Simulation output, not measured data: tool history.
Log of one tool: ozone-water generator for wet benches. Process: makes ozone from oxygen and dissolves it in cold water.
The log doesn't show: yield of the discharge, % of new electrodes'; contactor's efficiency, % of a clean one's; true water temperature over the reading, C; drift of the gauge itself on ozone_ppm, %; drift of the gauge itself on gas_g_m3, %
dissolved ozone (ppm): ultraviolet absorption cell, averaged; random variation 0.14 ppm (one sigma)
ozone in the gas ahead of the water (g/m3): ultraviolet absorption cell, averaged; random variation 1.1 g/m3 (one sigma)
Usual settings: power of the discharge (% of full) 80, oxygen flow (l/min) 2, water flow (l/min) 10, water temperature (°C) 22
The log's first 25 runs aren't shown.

run	hour	power of the discharge (% of full)	oxygen flow (l/min)	water flow (l/min)	water temperature (°C)	hours of work since the electrodes were changed	hours of work since the contactor was cleaned	hours of work since the thermometer was calibrated	dissolved ozone (ppm)	ozone in the gas ahead of the water (g/m3)
26	2541.8	51	1.87	6	16	4274	1072	2868	20.4	149.1
27	2640.8	51	1.05	10	24	4360	1158	2955	11.2	202.3
28	2704.5	74	1.37	12	16	4415	1213	3010	13.2	218.2
29	2847.6	74	1.29	12	16	4540	1337	3134	13.2	229.2
30	2979.8	74	1.29	12	16	4654	1452	3249	12.9	229.9
31	3086.7	74	3.25	12	21	4747	1545	3342	13.7	142.5
32	3232.7	42	2	10	26	4874	1672	3469	10.3	127.1
# hour 3299.2: water thermometer calibrated
33	3322.8	42	2	10	26	4952	1750	21	10.4	129.1

4 ways to go on from here, each from the tool as it stands after run 33. What would each give?
A	3439.2	56	2.75	14	26	5053	1851	122	?	?
B	3439.2	74	2	10	22	5053	1851	122	?	?
C	3439.2	80	1.04	6	22	5053	1851	122	?	?
D	3439.2	62	2	14	26	5053	1851	122	?	?

run	dissolved ozone (ppm)	ozone in the gas ahead of the water (g/m3)
A	9.3	129.5
B	15.5	184.1
C	23.9	266.9
D	9.7	163.5
Without the tool's hidden state the same runs would have given:
run	dissolved ozone (ppm)	ozone in the gas ahead of the water (g/m3)
A	9.3	129.7
B	15.5	184.4
C	23.9	267.3
D	9.7	163.7
